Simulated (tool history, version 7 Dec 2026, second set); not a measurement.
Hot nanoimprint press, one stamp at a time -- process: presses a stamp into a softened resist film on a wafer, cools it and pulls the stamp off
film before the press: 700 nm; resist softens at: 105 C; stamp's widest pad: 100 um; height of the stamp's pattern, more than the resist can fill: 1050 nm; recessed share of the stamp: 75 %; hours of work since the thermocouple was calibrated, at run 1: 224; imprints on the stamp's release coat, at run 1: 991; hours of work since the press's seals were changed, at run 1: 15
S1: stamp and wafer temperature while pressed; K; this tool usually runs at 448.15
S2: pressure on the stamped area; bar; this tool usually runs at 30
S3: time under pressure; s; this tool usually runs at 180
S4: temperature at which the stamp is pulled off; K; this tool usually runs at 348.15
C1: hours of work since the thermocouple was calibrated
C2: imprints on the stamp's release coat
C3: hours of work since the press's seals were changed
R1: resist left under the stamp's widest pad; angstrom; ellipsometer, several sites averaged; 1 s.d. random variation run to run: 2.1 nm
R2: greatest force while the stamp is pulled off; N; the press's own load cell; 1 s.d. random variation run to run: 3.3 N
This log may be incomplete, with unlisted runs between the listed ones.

run,day,S1,S2,S3,S4,C1,C2,C3,R1,R2
1,0,448.15,30,180,348.15,224,991,15,3429,169
2,1.017,448.15,30,180,348.15,235,1062,26,3419,162
3,2.088,448.15,30,180,348.15,247,1137,38,3453,161
4,3.104,448.15,30,180,348.15,259,1208,50,3429,158
5,3.688,443.15,30,180,348.15,265,1249,56,4308,165
6,4.567,443.15,30,180,348.15,275,1310,66,4283,161
7,5.546,443.15,30,180,348.15,286,1379,77,4279,160
8,6.658,443.15,30,180,348.15,299,1457,90,4297,159
9,7.675,443.15,30,180,348.15,310,1528,101,4292,159
10,8.458,443.15,30,180,348.15,319,1583,110,4304,162
11,9.554,443.15,30,180,348.15,332,1660,123,4234,158
12,10.279,448.15,30,180,346.15,340,1710,131,3421,164
13,10.946,448.15,30,180,346.15,347,1757,138,3422,162
14,11.983,448.15,34.6,180,348.15,359,1829,150,3255,159
15,13.071,448.15,34.6,180,348.15,371,1906,162,3240,159
16,14.167,448.15,30,180,348.15,384,1982,175,3455,165
# day 14.604: stamp cleaned and given a new release coat
17,15.646,448.15,32.7,180,348.15,397,73,189,3294,155
18,16.712,438.15,32.7,180,348.15,410,148,201,4994,164
19,17.558,438.15,32.7,180,348.15,419,207,210,5091,156
20,18.679,443.15,29.8,180,347.15,432,285,223,4312,157
21,20.05,437.15,23.2,275,342.15,447,381,238,5189,177
22,20.633,437.15,23.2,320,342.15,454,422,245,5070,170
23,21.288,448.15,24.9,213,333.15,461,468,252,3515,199
24,21.971,448.15,24.9,213,333.15,469,516,260,3489,192
25,23.342,451.15,30,180,348.15,484,612,275,2949,163
26,24.312,443.15,30,153,348.15,495,680,286,4452,163
27,25.504,436.15,42.5,234,334.15,509,763,300,4764,196
28,26.367,436.15,42.5,234,334.15,519,823,310,4779,200
29,26.962,436.15,42.5,234,334.15,525,865,316,4755,194
30,28,451.15,18.7,180,335.15,537,938,328,3669,189
31,28.808,452.15,28.9,104,348.15,546,994,337,3562,155

Consider 3 possible next runs. They are alternatives, not a sequence: every one starts from the tool as it was left by run 31. What does each give?
A,29.375,448.15,30,180,337.15,553,1034,344,?,?
B,29.375,446.15,26.6,104,348.15,553,1034,344,?,?
C,29.375,459.15,19.7,141,348.15,553,1034,344,?,?

run,R1,R2
A,3412,178
B,4672,161
C,2730,158
With the hidden condition removed and each run's random variation left untouched, the same runs would have given:
run,R1,R2
A,3419,177
B,4679,160
C,2735,157
